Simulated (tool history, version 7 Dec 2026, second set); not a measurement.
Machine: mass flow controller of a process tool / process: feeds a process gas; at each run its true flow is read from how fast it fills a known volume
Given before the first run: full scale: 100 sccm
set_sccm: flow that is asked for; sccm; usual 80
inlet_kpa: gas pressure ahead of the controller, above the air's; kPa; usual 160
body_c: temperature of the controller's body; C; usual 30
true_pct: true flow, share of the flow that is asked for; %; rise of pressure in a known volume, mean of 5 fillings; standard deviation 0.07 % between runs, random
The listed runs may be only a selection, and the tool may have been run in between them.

run	hour	set_sccm	inlet_kpa	body_c	true_pct
1	0	80	160	30	99.04
2	235.6	42	160	30	98.21
3	458.2	42	160	30	98.14
4	802.2	42	160	30	98.17
5	1112.5	42	160	30	98.14
6	1475.5	29	160	30	97.8
7	1880.4	80	160	30	99.14
8	2216.3	80	160	30	99.36
9	2465.7	80	160	30	99.39
10	2871.9	80	160	30	99.36
# hour 2902.5: controller exchanged for a calibrated one
11	3237.1	80	160	30	99.39
12	3631.7	80	160	30	99.49
13	3931.9	12	235	29	97.59
14	4155.7	66	194	30	99.07
15	4537.2	80	160	29	99.77

What does the tool deliver on the next run?
16	4944.7	76	160	29	?

{"run 16": {"true_pct": 99.65}}
Take away the tool's hidden state, keep the run-to-run variation as it was, and the same run would have given true_pct 99.11 %.

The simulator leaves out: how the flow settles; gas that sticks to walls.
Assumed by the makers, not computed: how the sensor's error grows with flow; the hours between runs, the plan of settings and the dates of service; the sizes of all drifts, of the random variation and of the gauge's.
